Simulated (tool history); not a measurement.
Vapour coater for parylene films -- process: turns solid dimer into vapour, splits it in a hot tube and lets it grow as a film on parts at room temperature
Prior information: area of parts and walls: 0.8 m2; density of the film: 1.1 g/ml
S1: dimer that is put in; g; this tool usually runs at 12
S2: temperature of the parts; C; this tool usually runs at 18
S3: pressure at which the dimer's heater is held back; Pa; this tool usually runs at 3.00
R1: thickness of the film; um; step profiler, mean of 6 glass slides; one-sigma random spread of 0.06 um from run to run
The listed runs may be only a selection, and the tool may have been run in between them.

Run 1, day 0.000: usual settings. Result: R1 8.93 um.
Run 2, day 0.725: usual settings. Result: R1 8.83 um.
Run 3, day 1.317: usual settings. Result: R1 8.80 um.
Run 4, day 2.004: usual settings. Result: R1 8.80 um.
Run 5, day 2.879: usual settings. Result: R1 8.71 um.
Run 6, day 3.329: usual settings. Result: R1 8.77 um.
Run 7, day 4.233: usual settings. Result: R1 8.73 um.
Run 8, day 5.083: usual settings. Result: R1 8.73 um.
Run 9, day 5.933: usual settings but S2 13 C. Result: R1 9.84 um.
Run 10, day 6.712: usual settings but S1 14 g. Result: R1 10.09 um.
Run 11, day 7.446: usual settings but S1 14 g. Result: R1 10.06 um.
Run 12, day 8.029: usual settings but S1 14 g. Result: R1 10.16 um.
Run 13, day 8.579: usual settings but S1 14 g. Result: R1 10.14 um.
Run 14, day 9.129: usual settings. Result: R1 8.67 um.
Run 15, day 9.904: usual settings. Result: R1 8.63 um.
Run 16, day 10.462: usual settings. Result: R1 8.57 um.
Run 17, day 10.983: usual settings. Result: R1 8.53 um.
Run 18, day 11.362: usual settings. Result: R1 8.55 um.
Run 19, day 12.058: usual settings but S1 10 g, S2 10 C, S3 3.63 Pa. Result: R1 8.72 um.
Run 20, day 12.779: usual settings but S1 10 g, S2 10 C, S3 3.63 Pa. Result: R1 8.69 um.
Run 21, day 13.333: usual settings but S1 10 g, S2 10 C, S3 3.63 Pa. Result: R1 8.66 um.
Run 22, day 13.996: usual settings but S1 17 g, S2 22 C, S3 5.90 Pa. Result: R1 10.32 um.
Run 23, day 14.838: usual settings but S1 21 g. Result: R1 14.88 um.
Run 24, day 15.625: usual settings but S3 10.73 Pa. Result: R1 7.62 um.
Run 25, day 16.346: usual settings but S1 13 g. Result: R1 9.22 um.
Run 26, day 16.958: usual settings but S1 6 g. Result: R1 4.21 um.
Run 27, day 17.454: usual settings but S1 8 g, S2 12 C, S3 2.15 Pa. Result: R1 6.83 um.
Run 28, day 17.904: usual settings but S1 8 g, S2 12 C, S3 2.15 Pa. Result: R1 6.79 um.
Run 29, day 18.442: usual settings but S1 8 g, S2 23 C, S3 2.15 Pa. Result: R1 4.98 um.
Run 30, day 19.267: usual settings but S1 16 g, S2 16 C, S3 2.74 Pa. Result: R1 11.97 um.
Run 31, day 20.150: usual settings but S1 16 g, S2 16 C, S3 2.74 Pa. Result: R1 11.81 um.
Run 32, day 20.654: usual settings but S1 16 g, S2 16 C, S3 2.74 Pa. Result: R1 11.93 um.
Run 33, day 21.304: usual settings but S1 16 g, S2 16 C, S3 2.74 Pa. Result: R1 11.88 um.
Run 34, day 21.725: usual settings but S1 10 g, S2 14 C, S3 8.07 Pa. Result: R1 7.20 um.

Below are 5 alternative next runs, each starting from the tool's condition after run 34. Predict each:
Run A, day 22.188: usual settings but S3 4.93 Pa. Result: R1 ?.
Run B, day 22.188: usual settings but S1 7 g, S2 10 C, S3 8.07 Pa. Result: R1 ?.
Run C, day 22.188: usual settings but S1 14 g, S2 23 C, S3 10.67 Pa. Result: R1 ?.
Run D, day 22.188: usual settings but S1 10 g, S2 12 C, S3 8.07 Pa. Result: R1 ?.
Run E, day 22.188: usual settings but S2 16 C. Result: R1 ?.

run    R1
  A  7.99
  B  5.61
  C  7.74
  D  7.69
  E  8.81
What these runs would have given with no unlogged condition in the tool:
run     R1
  A   9.27
  B   6.51
  C   8.98
  D   8.92
  E  10.22
